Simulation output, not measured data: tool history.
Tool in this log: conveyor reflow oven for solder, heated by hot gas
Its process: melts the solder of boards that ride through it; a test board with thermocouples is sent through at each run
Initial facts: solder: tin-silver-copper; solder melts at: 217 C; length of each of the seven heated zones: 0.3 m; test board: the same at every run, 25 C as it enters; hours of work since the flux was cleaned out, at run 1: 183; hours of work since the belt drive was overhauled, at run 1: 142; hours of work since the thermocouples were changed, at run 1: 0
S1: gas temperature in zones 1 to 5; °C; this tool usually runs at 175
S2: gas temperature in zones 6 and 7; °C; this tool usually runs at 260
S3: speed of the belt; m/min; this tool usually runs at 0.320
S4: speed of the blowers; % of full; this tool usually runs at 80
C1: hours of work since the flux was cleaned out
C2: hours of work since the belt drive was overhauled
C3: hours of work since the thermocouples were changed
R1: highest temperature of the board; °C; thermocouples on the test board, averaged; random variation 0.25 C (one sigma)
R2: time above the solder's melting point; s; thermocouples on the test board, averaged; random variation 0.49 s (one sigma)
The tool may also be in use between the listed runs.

run,hour,S1,S2,S3,S4,C1,C2,C3,R1,R2
1,0.0,175,260,0.320,80,183,142,0,248.4,82.5
2,8.7,175,265,0.320,80,190,148,7,252.9,87.4
3,22.3,175,265,0.320,80,200,159,17,252.9,87.9
4,41.9,175,265,0.320,80,215,174,32,253.4,88.0
5,62.7,175,260,0.320,80,231,189,48,248.6,83.1
6,73.9,175,260,0.320,80,240,198,56,248.4,83.2
7,86.4,175,260,0.320,80,249,207,66,248.7,82.6
8,104.1,175,260,0.320,80,262,221,79,248.5,83.3
9,115.3,175,260,0.320,80,271,229,88,248.9,81.8
10,135.8,175,260,0.320,80,287,245,103,248.4,83.1
11,148.3,175,272,0.320,80,296,254,113,259.5,93.1
12,157.1,175,272,0.320,80,303,261,119,259.4,92.0
# hour 170.6: flux residue cleaned out of gas plates and filters
13,175.3,175,260,0.261,82,4,271,129,253.5,111.0
14,194.2,169,272,0.320,80,18,286,144,258.5,88.4
15,209.3,164,260,0.320,80,29,297,155,247.4,76.1
16,219.4,166,260,0.320,80,37,305,163,247.6,76.5
17,240.0,185,260,0.290,80,53,320,178,252.2,102.7
18,253.9,178,254,0.364,50,63,331,189,231.8,43.4
19,263.6,178,254,0.364,50,71,338,196,232.2,43.6

Branching from run 19: 5 alternative next runs. What would each branch give?
A,282.8,175,260,0.265,80,85,353,211,?,?
B,282.8,175,260,0.279,73,85,353,211,?,?
C,282.8,178,253,0.273,50,85,353,211,?,?
D,282.8,175,254,0.364,50,85,353,211,?,?
E,282.8,175,260,0.287,80,85,353,211,?,?

run,R1,R2
A,252.2,108.9
B,250.4,98.5
C,240.2,83.4
D,231.3,40.4
E,251.0,96.5
The same runs, with their run-to-run variation unchanged, on a tool lacking any hidden condition would have given:
run,R1,R2
A,252.2,108.9
B,250.4,98.5
C,240.2,83.4
D,231.3,40.4
E,251.0,96.5
